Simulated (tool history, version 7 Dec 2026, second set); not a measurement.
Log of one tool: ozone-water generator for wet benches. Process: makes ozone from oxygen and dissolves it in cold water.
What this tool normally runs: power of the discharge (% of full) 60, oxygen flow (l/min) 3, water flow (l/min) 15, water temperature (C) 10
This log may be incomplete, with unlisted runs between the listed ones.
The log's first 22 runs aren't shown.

run    hour  power of the discharge (% of full)  oxygen flow (l/min)  water flow (l/min)  water temperature (C)  dissolved ozone (ppm)  ozone in the gas ahead of the water (g/m3)
 23  3674.5                                  60                 2.99                  15                      7                   21.1                                       233.3
 24  3796.1                                  60                 3.26                  15                     12                   20.1                                       217.8
 25  3956.3                                  60                 3.26                  15                     12                     20                                       222.5
 26  4070.1                                  60                 3.26                  15                     12                   20.2                                       217.2
 27  4174.4                                  44                 3.26                  22                      7                   11.6                                       175.1
 28  4337.4                                  44                 3.26                  22                      7                   11.2                                       172.2
 29  4448.3                                  44                 3.14                  14                      6                   18.4                                       178.6
     4593.4  -- water thermometer calibrated
 30  4593.4                                  58                 2.11                  12                      6                   25.3                                       285.3
 31  4809.5                                  58                 2.11                  12                      6                   25.2                                       287.5
 32  4907.5                                  52                 2.22                  10                     10                   26.5                                       254.2

What if the next run were any one of these 3? Each begins from the tool's condition after run 32:
  A  5022.1                                  46                    3                  15                     17                      ?                                           ?
  B  5022.1                                  94                    3                  11                     10                      ?                                           ?
  C  5022.1                                  57                 4.07                  15                      6                      ?                                           ?

run  dissolved ozone (ppm)  ozone in the gas ahead of the water (g/m3)
  A                   15.4                                       189.5
  B                   38.2                                       327.8
  C                   20.4                                         183
Without the tool's hidden state the same runs would have given:
run  dissolved ozone (ppm)  ozone in the gas ahead of the water (g/m3)
  A                   15.4                                       189.6
  B                   38.2                                       328.1
  C                   20.4                                       183.1
